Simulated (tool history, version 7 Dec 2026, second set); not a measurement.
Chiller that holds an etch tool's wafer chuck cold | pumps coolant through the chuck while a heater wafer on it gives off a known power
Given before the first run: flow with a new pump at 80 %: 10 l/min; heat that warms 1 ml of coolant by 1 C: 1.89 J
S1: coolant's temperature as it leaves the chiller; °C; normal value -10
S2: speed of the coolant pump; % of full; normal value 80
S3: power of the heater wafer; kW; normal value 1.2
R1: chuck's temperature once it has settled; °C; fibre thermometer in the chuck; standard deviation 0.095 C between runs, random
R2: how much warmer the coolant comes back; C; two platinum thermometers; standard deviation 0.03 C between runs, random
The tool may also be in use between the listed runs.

{"run": 1, "hour": 0.0, "S1": -10, "S2": 80, "S3": 1.2, "R1": 0.54, "R2": 3.99}
{"run": 2, "hour": 84.1, "S1": -19, "S2": 80, "S3": 1.2, "R1": -8.45, "R2": 4}
{"run": 3, "hour": 189.1, "S1": -19, "S2": 80, "S3": 1.2, "R1": -8.47, "R2": 3.98}
{"run": 4, "hour": 259.7, "S1": -19, "S2": 80, "S3": 1.2, "R1": -8.25, "R2": 4.04}
{"run": 5, "hour": 369.3, "S1": -19, "S2": 97, "S3": 1.2, "R1": -9.9, "R2": 3.25}
{"run": 6, "hour": 471.9, "S1": -19, "S2": 97, "S3": 1.2, "R1": -9.68, "R2": 3.26}
{"hour": 483.2, "done": "coolant pump overhauled"}
{"run": 7, "hour": 575.7, "S1": -16, "S2": 79, "S3": 1.214, "R1": -4.8, "R2": 4.2}
{"run": 8, "hour": 650.7, "S1": -5, "S2": 79, "S3": 0.605, "R1": 0.75, "R2": 2.13}
{"run": 9, "hour": 750.2, "S1": -10, "S2": 64, "S3": 0.657, "R1": -3.06, "R2": 2.84}
{"run": 10, "hour": 796.4, "S1": -9, "S2": 78, "S3": 0.657, "R1": -2.62, "R2": 2.36}
{"hour": 882.7, "done": "coolant pump overhauled, once more"}
{"run": 11, "hour": 882.7, "S1": -10, "S2": 84, "S3": 0.753, "R1": -3.58, "R2": 2.21}
{"run": 12, "hour": 948.2, "S1": -18, "S2": 70, "S3": 1.752, "R1": -1.68, "R2": 6.42}

3 ways to go on from here, each from the tool as it stands after run 12. What would each give?
{"run": "A", "hour": 998.4, "S1": -2, "S2": 83, "S3": 1.752, "R1": "?", "R2": "?"}
{"run": "B", "hour": 998.4, "S1": -1, "S2": 61, "S3": 1.006, "R1": "?", "R2": "?"}
{"run": "C", "hour": 998.4, "S1": -10, "S2": 60, "S3": 1.2, "R1": "?", "R2": "?"}

run=A R1=12.54 R2=5.37
run=B R1=9.61 R2=4.32
run=C R1=2.82 R2=5.2
With no hidden state in the tool, these same runs would have given:
run=A R1=11.11 R2=5.38
run=B R1=8.5 R2=4.33
run=C R1=1.56 R2=5.22
